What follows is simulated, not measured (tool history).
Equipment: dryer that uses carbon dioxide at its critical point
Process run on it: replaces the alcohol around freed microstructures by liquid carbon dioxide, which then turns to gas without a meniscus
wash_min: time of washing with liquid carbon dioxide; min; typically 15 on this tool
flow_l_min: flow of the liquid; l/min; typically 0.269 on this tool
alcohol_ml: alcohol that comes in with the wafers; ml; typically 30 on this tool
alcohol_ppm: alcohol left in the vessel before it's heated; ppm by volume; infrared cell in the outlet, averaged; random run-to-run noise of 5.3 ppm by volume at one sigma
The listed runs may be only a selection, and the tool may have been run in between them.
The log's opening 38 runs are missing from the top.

run,day,wash_min,flow_l_min,alcohol_ml,alcohol_ppm
39,64.533,13,0.234,22,667
40,65.679,13,0.234,22,706
41,67.421,13,0.234,22,776
42,68.458,11,0.261,22,1051
# day 69.150: inlet filter changed
43,70.183,11,0.261,22,555
44,72.412,15,0.352,30,35
45,74.500,9,0.394,44,480
46,76.879,15,0.177,21,1080

Consider 5 possible next runs. They are alternatives, not a sequence: every one starts from the tool as it was left by run 46. What does each give?
A,78.550,19,0.437,81,?
B,78.550,15,0.204,21,?
C,78.550,17,0.269,63,?
D,78.550,10,0.217,21,?
E,78.550,15,0.177,22,?

run,alcohol_ppm
A,34
B,644
C,244
D,2140
E,1192
The same runs, with their run-to-run variation unchanged, on a tool lacking any hidden condition would have given:
run,alcohol_ppm
A,7
B,376
C,107
D,1479
E,757
